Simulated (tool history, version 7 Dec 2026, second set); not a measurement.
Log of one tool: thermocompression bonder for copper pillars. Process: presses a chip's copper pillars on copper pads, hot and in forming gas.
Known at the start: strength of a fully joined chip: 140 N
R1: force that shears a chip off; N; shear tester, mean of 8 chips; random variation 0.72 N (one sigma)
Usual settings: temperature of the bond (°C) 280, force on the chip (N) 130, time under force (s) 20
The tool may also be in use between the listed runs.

{"run": 1, "hour": 0.0, "temperature of the bond (°C)": 280, "force on the chip (N)": 130, "time under force (s)": 20, "R1": 51.3}
{"run": 2, "hour": 9.3, "temperature of the bond (°C)": 280, "force on the chip (N)": 130, "time under force (s)": 20, "R1": 51.1}
{"run": 3, "hour": 22.6, "temperature of the bond (°C)": 280, "force on the chip (N)": 130, "time under force (s)": 20, "R1": 51.5}
{"run": 4, "hour": 39.1, "temperature of the bond (°C)": 280, "force on the chip (N)": 130, "time under force (s)": 20, "R1": 51.4}
{"run": 5, "hour": 49.1, "temperature of the bond (°C)": 280, "force on the chip (N)": 130, "time under force (s)": 20, "R1": 51.5}
{"run": 6, "hour": 61.1, "temperature of the bond (°C)": 280, "force on the chip (N)": 130, "time under force (s)": 20, "R1": 51.9}
{"run": 7, "hour": 76.3, "temperature of the bond (°C)": 267, "force on the chip (N)": 164, "time under force (s)": 18, "R1": 51.5}
{"run": 8, "hour": 96.3, "temperature of the bond (°C)": 267, "force on the chip (N)": 164, "time under force (s)": 18, "R1": 51.6}
{"run": 9, "hour": 107.8, "temperature of the bond (°C)": 274, "force on the chip (N)": 130, "time under force (s)": 20, "R1": 47.7}
{"run": 10, "hour": 128.1, "temperature of the bond (°C)": 274, "force on the chip (N)": 130, "time under force (s)": 20, "R1": 47.1}
{"run": 11, "hour": 150.8, "temperature of the bond (°C)": 274, "force on the chip (N)": 130, "time under force (s)": 20, "R1": 48.8}
{"run": 12, "hour": 163.9, "temperature of the bond (°C)": 274, "force on the chip (N)": 130, "time under force (s)": 20, "R1": 48.2}

Not shown: 2 entries that the log had between the listed runs. Between which runs, and how does the tool's hidden state differ before and after?
Between runs 7 and 8: forming gas filter changed (hour 88.3)
  oxide that the forming gas leaves, % of the face: 0.93 -> 0.51
Between runs 10 and 11: heater calibrated with a thermocouple chip (hour 138.0)
  true temperature of the bond over the reading, C: -0.6 -> 0; oxide that the forming gas leaves, % of the face: 0.53 -> 0.54
